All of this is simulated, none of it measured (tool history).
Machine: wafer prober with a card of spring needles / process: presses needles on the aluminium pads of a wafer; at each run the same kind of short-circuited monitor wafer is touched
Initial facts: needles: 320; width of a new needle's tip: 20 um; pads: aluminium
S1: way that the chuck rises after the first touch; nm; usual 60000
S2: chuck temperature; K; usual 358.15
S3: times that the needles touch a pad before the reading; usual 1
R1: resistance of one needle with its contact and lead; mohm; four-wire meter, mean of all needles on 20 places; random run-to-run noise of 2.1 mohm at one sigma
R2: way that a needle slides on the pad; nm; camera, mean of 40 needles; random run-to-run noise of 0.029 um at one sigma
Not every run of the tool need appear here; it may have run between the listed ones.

run,hour,S1,S2,S3,R1,R2
1,0,60000,358.15,1,227,13650
# hour 6.6: tips cleaned on abrasive film
2,8.6,60000,358.15,1,229,13650
3,16.8,60000,358.15,1,230,13650
# hour 19.6: tips cleaned on abrasive film
4,24.1,60000,358.15,1,229,13580
# hour 32.4: tips cleaned on abrasive film
5,32.4,60000,358.15,1,231,13570
6,39.7,60000,358.15,1,225,13580
# hour 45.2: tips cleaned on abrasive film
7,49.1,60000,358.15,1,229,13560
8,57.1,60000,358.15,1,229,13530
# hour 58.1: tips cleaned on abrasive film
9,64.8,60000,358.15,1,230,13560
# hour 71.4: tips cleaned on abrasive film
10,73.3,65000,358.15,1,226,14600
11,79.1,65000,358.15,1,229,14610
12,83.3,58000,358.15,1,231,13030
# hour 84.5: tips cleaned on abrasive film
13,90.5,64000,346.15,2,225,14360
# hour 97.4: tips cleaned on abrasive film
14,99.7,73000,305.15,2,211,16360
15,109.5,60000,301.15,2,217,13420
# hour 110.2: tips cleaned on abrasive film
16,114.1,57000,323.15,2,221,12720
17,122.4,60000,358.15,2,228,13370
# hour 122.9: tips cleaned on abrasive film
18,130.5,60000,358.15,2,229,13320
# hour 136: tips cleaned on abrasive film
19,137.9,60000,358.15,2,227,13360
20,145.9,60000,358.15,2,228,13330
# hour 146.6: gauge calibrated
# hour 149: tips cleaned on abrasive film
21,153.6,56000,358.15,1,226,12760
# hour 162.5: tips cleaned on abrasive film
22,163.5,56000,313.15,2,221,12750
23,169.7,55000,309.15,1,219,12470

Alternative continuations, all from the tool just after run 23; predict every row:
# hour 175.2: tips cleaned on abrasive film
A,176.8,63000,300.15,2,?,?
# hour 175.2: tips cleaned on abrasive film
B,176.8,75000,309.15,2,?,?
# hour 175.2: tips cleaned on abrasive film
C,176.8,45000,358.15,1,?,?
# hour 175.2: tips cleaned on abrasive film
D,176.8,51000,396.15,2,?,?

run,R1,R2
A,213,14260
B,216,16990
C,231,10180
D,242,11530
Take away the tool's hidden state, keep each run's random variation, and the runs would have read:
run,R1,R2
A,213,14340
B,216,17080
C,231,10240
D,242,11600
